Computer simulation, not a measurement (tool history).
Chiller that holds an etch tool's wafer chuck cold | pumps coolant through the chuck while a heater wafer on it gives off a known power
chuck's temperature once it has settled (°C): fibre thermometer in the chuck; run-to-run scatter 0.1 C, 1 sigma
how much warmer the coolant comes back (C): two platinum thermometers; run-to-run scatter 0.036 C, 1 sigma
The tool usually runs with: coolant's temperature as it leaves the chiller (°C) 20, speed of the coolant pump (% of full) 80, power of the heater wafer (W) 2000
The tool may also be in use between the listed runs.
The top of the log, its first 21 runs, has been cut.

run	day	coolant's temperature as it leaves the chiller (°C)	speed of the coolant pump (% of full)	power of the heater wafer (W)	chuck's temperature once it has settled (°C)	how much warmer the coolant comes back (C)
22	75.821	27	67	2004	55.9	8.41
# day 80.275: coolant changed, channels flushed
23	81.212	19	88	1579	34.8	4.88
24	85.767	14	100	1158	24.5	3.05
25	90.767	14	100	1158	24.5	3.12
26	94.538	14	100	1158	24.8	3.13
27	99.538	14	100	1158	24.7	3.1
28	104.067	14	100	1158	24.5	3.12
29	106.762	14	100	2640	38.4	7.14
30	109.433	14	100	2640	38.6	7.1
31	112.504	26	95	1254	38.1	3.59

Alternative continuations, all from the tool just after run 31; predict every row:
A	114.904	26	95	2422	?	?
B	114.904	26	100	1254	?	?
C	114.904	23	60	1254	?	?
D	114.904	11	95	1254	?	?

run	chuck's temperature once it has settled (°C)	how much warmer the coolant comes back (C)
A	49.6	6.98
B	37.6	3.43
C	40.6	6.08
D	23.2	3.57
Take away the tool's hidden state, keep each run's random variation, and the runs would have read:
run	chuck's temperature once it has settled (°C)	how much warmer the coolant comes back (C)
A	48	6.5
B	37	3.2
C	39.4	5.66
D	22.5	3.32
